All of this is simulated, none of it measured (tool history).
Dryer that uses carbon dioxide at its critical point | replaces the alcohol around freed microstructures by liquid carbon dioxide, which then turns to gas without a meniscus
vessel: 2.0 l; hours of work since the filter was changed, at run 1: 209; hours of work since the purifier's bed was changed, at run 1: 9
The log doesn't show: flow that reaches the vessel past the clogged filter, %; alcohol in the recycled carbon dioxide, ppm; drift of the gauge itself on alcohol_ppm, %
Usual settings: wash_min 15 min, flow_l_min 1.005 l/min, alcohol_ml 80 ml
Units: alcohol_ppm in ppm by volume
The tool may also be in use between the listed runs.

| run | hour | wash_min | flow_l_min | alcohol_ml | hours of work since the filter was changed | hours of work since the purifier's bed was changed | alcohol_ppm |
|---|---|---|---|---|---|---|---|
| 1 | 0 | 15 | 1.005 | 80 | 209 | 9 | 59 |
| 2 | 70.3 | 14 | 1.005 | 80 | 253 | 53 | 134 |
|  | 111.3 | inlet filter changed |
| 3 | 124.2 | 15 | 1.005 | 61 | 8 | 86 | 81 |
| 4 | 178.4 | 15 | 1.005 | 61 | 42 | 120 | 91 |
| 5 | 220.8 | 15 | 1.005 | 80 | 68 | 146 | 118 |
| 6 | 261 | 21 | 1.005 | 80 | 93 | 171 | 93 |
| 7 | 297.7 | 21 | 1.005 | 80 | 116 | 194 | 112 |
| 8 | 350.4 | 21 | 1.005 | 80 | 149 | 227 | 127 |
| 9 | 421.4 | 21 | 1.005 | 104 | 193 | 271 | 158 |
| 10 | 476.3 | 21 | 1.005 | 104 | 227 | 305 | 169 |
| 11 | 544.6 | 21 | 1.005 | 104 | 270 | 348 | 204 |
|  | 556.3 | inlet filter changed |
| 12 | 589.2 | 21 | 1.005 | 104 | 20 | 375 | 203 |
| 13 | 657.4 | 21 | 1.005 | 104 | 63 | 418 | 219 |
| 14 | 723.6 | 21 | 1.005 | 104 | 104 | 459 | 243 |
| 15 | 757.9 | 21 | 1.005 | 104 | 126 | 480 | 269 |
| 16 | 792.2 | 15 | 0.74 | 80 | 147 | 502 | 526 |
|  | 846.8 | purifier's bed changed |
| 17 | 846.8 | 15 | 0.74 | 80 | 179 | 0 | 280 |
| 18 | 911.1 | 15 | 0.74 | 80 | 219 | 40 | 337 |
| 19 | 944.8 | 15 | 0.74 | 80 | 240 | 61 | 357 |
|  | 1007.1 | inlet filter changed |
| 20 | 1018.4 | 15 | 0.74 | 80 | 7 | 106 | 268 |
| 21 | 1060.3 | 15 | 1 | 80 | 33 | 132 | 100 |
| 22 | 1118.6 | 14 | 1.005 | 80 | 70 | 169 | 151 |
| 23 | 1177.5 | 14 | 1.21 | 80 | 106 | 205 | 131 |
| 24 | 1224 | 15 | 1.005 | 80 | 135 | 234 | 166 |
| 25 | 1267.4 | 15 | 1.005 | 80 | 162 | 261 | 187 |
| 26 | 1321.1 | 13 | 1.2 | 29 | 196 | 295 | 173 |
| 27 | 1354.1 | 17 | 1.21 | 29 | 216 | 316 | 174 |
| 28 | 1412.1 | 11 | 1.51 | 22 | 252 | 352 | 191 |
|  | 1453.9 | inlet filter changed |
| 29 | 1481.2 | 15 | 0.74 | 43 | 17 | 394 | 309 |
| 30 | 1552.4 | 15 | 1.45 | 114 | 61 | 439 | 230 |
| 31 | 1594.5 | 11 | 1.26 | 24 | 88 | 465 | 275 |
| 32 | 1651.8 | 11 | 1.005 | 80 | 123 | 500 | 523 |
| 33 | 1694.5 | 22 | 1.005 | 80 | 150 | 527 | 281 |
|  | 1708.4 | purifier's bed changed |
| 34 | 1733 | 18 | 0.67 | 20 | 172 | 15 | 56 |
| 35 | 1792.8 | 18 | 0.67 | 20 | 209 | 53 | 90 |
| 36 | 1861.7 | 15 | 0.84 | 80 | 252 | 96 | 228 |
|  | 1907.1 | inlet filter changed |
| 37 | 1914.8 | 15 | 0.84 | 80 | 5 | 128 | 169 |
| 38 | 1986.1 | 15 | 0.84 | 80 | 49 | 172 | 208 |
| 39 | 2022.5 | 14 | 0.68 | 81 | 72 | 195 | 616 |
| 40 | 2068 | 15 | 0.64 | 80 | 100 | 224 | 644 |
| 41 | 2125.9 | 15 | 0.64 | 80 | 136 | 260 | 693 |
| 42 | 2182.3 | 15 | 1.56 | 51 | 172 | 295 | 176 |
| 43 | 2234.8 | 21 | 0.98 | 45 | 204 | 327 | 186 |
| 44 | 2289.6 | 21 | 0.98 | 45 | 238 | 362 | 198 |
|  | 2352.4 | inlet filter changed |
| 45 | 2352.4 | 21 | 1.65 | 22 | 0 | 400 | 226 |
| 46 | 2414.9 | 21 | 1.65 | 22 | 39 | 439 | 223 |
| 47 | 2472.2 | 21 | 1.65 | 22 | 75 | 475 | 259 |

Forecast each of these 3 alternatives for the next run:
| A | 2519.2 | 21 | 1.65 | 27 | 104 | 504 | ? |
| B | 2519.2 | 14 | 1.65 | 111 | 104 | 504 | ? |
| C | 2519.2 | 21 | 1.25 | 69 | 104 | 504 | ? |

| run | alcohol_ppm |
|---|---|
| A | 263 |
| B | 277 |
| C | 268 |
Without the tool's hidden state the same runs would have given:
| run | alcohol_ppm |
|---|---|
| A | 0 |
| B | 11 |
| C | 3 |

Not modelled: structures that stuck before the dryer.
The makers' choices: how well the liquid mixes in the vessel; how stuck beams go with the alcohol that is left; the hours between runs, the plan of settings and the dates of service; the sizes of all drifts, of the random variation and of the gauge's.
